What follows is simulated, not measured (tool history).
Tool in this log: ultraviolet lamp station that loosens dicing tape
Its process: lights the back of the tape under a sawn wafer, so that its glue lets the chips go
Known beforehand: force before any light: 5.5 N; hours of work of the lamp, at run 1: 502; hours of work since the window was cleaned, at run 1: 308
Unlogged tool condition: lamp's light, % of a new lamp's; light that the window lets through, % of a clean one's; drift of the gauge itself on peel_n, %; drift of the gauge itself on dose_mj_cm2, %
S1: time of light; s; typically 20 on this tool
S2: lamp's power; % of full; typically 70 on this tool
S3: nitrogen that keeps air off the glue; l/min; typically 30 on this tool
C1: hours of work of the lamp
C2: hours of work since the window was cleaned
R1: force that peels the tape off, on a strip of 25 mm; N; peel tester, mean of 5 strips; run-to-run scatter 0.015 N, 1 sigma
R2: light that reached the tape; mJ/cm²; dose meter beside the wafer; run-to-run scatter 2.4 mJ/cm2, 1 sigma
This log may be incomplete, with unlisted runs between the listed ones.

run   hour  S1  S2  S3   C1   C2     R1   R2
  1      0  20  70  30  502  308  1.076  209
  2   48.1  20  70  30  526  332   1.14  204
  3   94.6  20  70  30  549  355   1.14  201
  4  148.2  20  70  30  576  382  1.156  200
     172.1  -- window cleaned of glue's vapour
  5  191.1  20  70  30  598    9  0.962  228
  6  230.2  20  70  30  617   29  0.939  226
  7    268  20  70  30  636   48  0.952  223
  8  306.7  20  70  30  656   67  1.016  218
  9  350.8  20  70  30  678   90  0.993  220
 10  379.6  20  70  30  692  104      1  220
 11  430.6  20  82  30  718  130  0.793  253
 12  465.8  20  70  30  735  147   1.05  211
 13  521.4  20  62  12  763  175  1.946  188
 14  556.4  31  64  41  781  193  0.538  289
 15  611.9  31  64  41  809  220  0.534  280
 16  652.5  11  64  46  829  241  2.104  100
 17  705.9  35  70  30  856  268  0.493  341
 18  750.7  35  70  30  878  290  0.502  337
 19  804.5  20  62  11  905  317  2.128  172
 20  847.3  20  62  11  927  339  2.203  164
 21  883.1  37  70  30  945  357  0.483  338
 22  911.1  20  84  42  959  371  0.838  223
     958.3  -- window cleaned of glue's vapour
 23  959.6  21  67  31  983    1  1.046  206
 24    986  20  93  34  996   14  0.655  272

Each row is a separate what-if for the run after 24, all from the same tool condition, not one after another. Results?
  A  1021  20  93  11  1013  31   ?   ?
  B  1021  20  88  15  1013  31   ?   ?
  C  1021  20  70  17  1013  31   ?   ?
  D  1021  11  64  37  1013  31   ?   ?
  E  1021  16  75  10  1013  31   ?   ?

run     R1   R2
  A  1.311  267
  B   1.17  251
  C  1.561  201
  D  2.288  103
  E  2.092  176
With no hidden state in the tool, these same runs would have given:
run     R1   R2
  A  0.872  353
  B  0.768  333
  C  1.072  266
  D  1.748  136
  E  1.577  232
